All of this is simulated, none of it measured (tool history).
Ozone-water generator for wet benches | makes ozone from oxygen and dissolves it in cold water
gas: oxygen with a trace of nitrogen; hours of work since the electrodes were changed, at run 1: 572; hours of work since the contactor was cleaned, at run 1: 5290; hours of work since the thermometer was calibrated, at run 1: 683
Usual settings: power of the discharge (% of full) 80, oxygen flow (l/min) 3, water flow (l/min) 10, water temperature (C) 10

run   hour  power of the discharge (% of full)  oxygen flow (l/min)  water flow (l/min)  water temperature (C)  hours of work since the electrodes were changed  hours of work since the contactor was cleaned  hours of work since the thermometer was calibrated  dissolved ozone (ppm)  ozone in the gas ahead of the water (g/m3)
  1      0                                  80                    3                  10                     10                                              572                                           5290                                                 683                   29.9                                       283.6
  2   32.4                                  80                    3                  10                     10                                              603                                           5320                                                 714                   30.2                                       286.4
  3   58.5                                  80                    3                  10                     10                                              627                                           5345                                                 738                   30.6                                       283.9
  4   82.4                                  80                    3                  10                     10                                              650                                           5368                                                 761                   30.2                                       285.9
  5  106.5                                  80                    3                  10                     10                                              673                                           5390                                                 784                   29.8                                       283.2
  6  129.7                                  80                    3                  10                     10                                              695                                           5412                                                 806                   30.1                                       286.3
  7  163.4                                  80                    3                  10                     12                                              726                                           5444                                                 837                   29.2                                         287
  8  186.8                                  47                    3                  10                     10                                              749                                           5466                                                 860                   19.1                                       180.3

Forecast run 9:
  9  224.5                                  47                    3                  10                     10                                              784                                           5502                                                 895                      ?                                           ?

{"run 9": {"dissolved ozone (ppm)": 19.1, "ozone in the gas ahead of the water (g/m3)": 180.3}}
Without the tool's hidden state the same run would have given dissolved ozone (ppm) 20.2, ozone in the gas ahead of the water (g/m3) 181.3.

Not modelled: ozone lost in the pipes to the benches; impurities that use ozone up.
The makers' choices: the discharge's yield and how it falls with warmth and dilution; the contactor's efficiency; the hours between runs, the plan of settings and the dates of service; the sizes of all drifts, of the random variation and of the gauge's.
